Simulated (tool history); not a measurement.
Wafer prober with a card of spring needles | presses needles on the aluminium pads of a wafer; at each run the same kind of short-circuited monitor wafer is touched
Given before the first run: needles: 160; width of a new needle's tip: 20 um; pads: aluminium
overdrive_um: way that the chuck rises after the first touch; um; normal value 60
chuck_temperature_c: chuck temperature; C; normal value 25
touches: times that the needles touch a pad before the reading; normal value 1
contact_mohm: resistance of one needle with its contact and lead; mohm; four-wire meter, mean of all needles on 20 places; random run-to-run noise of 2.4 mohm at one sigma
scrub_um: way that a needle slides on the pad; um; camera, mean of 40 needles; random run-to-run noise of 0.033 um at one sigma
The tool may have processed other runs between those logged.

run,hour,overdrive_um,chuck_temperature_c,touches,contact_mohm,scrub_um
1,0.0,60,25,1,269,8.13
# hour 2.5: tips cleaned on abrasive film
# hour 14.3: tips cleaned on abrasive film
# hour 25.6: tips cleaned on abrasive film
2,30.3,60,31,1,268,8.03
# hour 37.7: tips cleaned on abrasive film
# hour 49.5: tips cleaned on abrasive film
# hour 61.5: tips cleaned on abrasive film
3,61.7,60,25,1,267,8.10
# hour 71.5: tips cleaned on abrasive film
# hour 76.7: height of the first contact set anew
# hour 83.9: tips cleaned on abrasive film
4,89.0,60,25,1,261,8.08
# hour 95.6: tips cleaned on abrasive film
# hour 107.6: tips cleaned on abrasive film
# hour 119.3: tips cleaned on abrasive film
5,127.2,60,25,3,268,8.10
# hour 129.7: tips cleaned on abrasive film
# hour 141.6: tips cleaned on abrasive film
# hour 153.3: tips cleaned on abrasive film
6,159.5,60,25,1,271,8.09
# hour 164.5: tips cleaned on abrasive film
# hour 176.6: tips cleaned on abrasive film
7,183.1,60,25,1,271,8.01
# hour 188.0: tips cleaned on abrasive film
# hour 200.1: tips cleaned on abrasive film
8,202.0,60,25,1,269,8.02
# hour 210.7: tips cleaned on abrasive film
# hour 222.8: tips cleaned on abrasive film
9,231.5,60,25,1,268,8.02
# hour 233.9: tips cleaned on abrasive film
# hour 245.2: tips cleaned on abrasive film
# hour 257.4: tips cleaned on abrasive film
10,261.5,60,25,1,266,8.02
# hour 268.3: tips cleaned on abrasive film
# hour 280.3: tips cleaned on abrasive film
# hour 292.4: tips cleaned on abrasive film
11,301.4,60,25,1,270,8.03
# hour 303.9: tips cleaned on abrasive film
# hour 315.3: tips cleaned on abrasive film
# hour 327.6: tips cleaned on abrasive film
12,330.4,60,25,1,269,8.02
# hour 337.8: tips cleaned on abrasive film
# hour 350.0: tips cleaned on abrasive film
13,355.7,60,25,1,267,8.04
# hour 360.6: tips cleaned on abrasive film
# hour 372.4: tips cleaned on abrasive film
# hour 384.4: tips cleaned on abrasive film
14,386.6,60,25,1,267,7.93
# hour 396.3: tips cleaned on abrasive film
# hour 408.3: tips cleaned on abrasive film
# hour 420.3: tips cleaned on abrasive film
15,422.2,60,25,1,266,8.00
# hour 432.0: tips cleaned on abrasive film
# hour 444.3: tips cleaned on abrasive film
# hour 456.5: tips cleaned on abrasive film
16,458.5,71,73,1,282,9.47
# hour 468.3: tips cleaned on abrasive film
# hour 479.6: tips cleaned on abrasive film
17,486.6,49,25,1,278,6.56
# hour 491.5: tips cleaned on abrasive film
# hour 503.2: tips cleaned on abrasive film
18,505.1,45,58,1,288,5.97
# hour 514.5: tips cleaned on abrasive film
# hour 526.2: tips cleaned on abrasive film
19,526.3,63,37,1,270,8.38
# hour 536.1: tips cleaned on abrasive film
# hour 546.0: tips cleaned on abrasive film
20,546.0,60,47,1,274,7.97
# hour 557.7: tips cleaned on abrasive film
21,567.2,50,101,3,297,6.63
# hour 569.7: tips cleaned on abrasive film
# hour 581.9: tips cleaned on abrasive film
# hour 593.8: tips cleaned on abrasive film
# hour 605.2: tips cleaned on abrasive film
22,609.4,50,101,3,298,6.60
# hour 616.0: tips cleaned on abrasive film
# hour 625.8: tips cleaned on abrasive film
# hour 637.5: tips cleaned on abrasive film
# hour 649.0: tips cleaned on abrasive film
23,654.4,50,101,3,301,6.72
# hour 659.0: tips cleaned on abrasive film
# hour 670.5: tips cleaned on abrasive film
# hour 682.0: tips cleaned on abrasive film
24,684.2,53,101,3,298,7.03
# hour 693.3: tips cleaned on abrasive film
# hour 705.0: tips cleaned on abrasive film
# hour 714.8: height of the first contact set anew
# hour 717.4: tips cleaned on abrasive film
25,723.5,76,94,2,286,10.04
# hour 728.4: tips cleaned on abrasive film
# hour 740.5: tips cleaned on abrasive film
# hour 752.0: tips cleaned on abrasive film
# hour 764.2: tips cleaned on abrasive film
26,768.5,72,100,1,290,9.50
# hour 775.4: tips cleaned on abrasive film
# hour 787.1: tips cleaned on abrasive film
# hour 799.4: tips cleaned on abrasive film
# hour 804.2: gauge calibrated
# hour 809.5: tips cleaned on abrasive film
27,809.5,64,44,2,275,8.58
# hour 821.7: tips cleaned on abrasive film
# hour 834.0: tips cleaned on abrasive film
# hour 844.4: tips cleaned on abrasive film
28,844.4,60,25,2,270,8.07
# hour 856.1: tips cleaned on abrasive film
# hour 868.2: tips cleaned on abrasive film
# hour 880.0: tips cleaned on abrasive film
29,883.7,61,124,3,294,8.22

Alternative continuations, all from the tool just after run 29; predict every row:
# hour 890.6: tips cleaned on abrasive film
# hour 902.3: tips cleaned on abrasive film
A,904.9,43,88,2,?,?
# hour 890.6: tips cleaned on abrasive film
# hour 902.3: tips cleaned on abrasive film
B,904.9,61,124,2,?,?
# hour 890.6: tips cleaned on abrasive film
# hour 902.3: tips cleaned on abrasive film
C,904.9,49,34,1,?,?

run,contact_mohm,scrub_um
A,301,5.77
B,298,8.23
C,281,6.60
With the hidden condition removed and each run's random variation left untouched, the same runs would have given:
run,contact_mohm,scrub_um
A,301,5.79
B,298,8.25
C,281,6.62
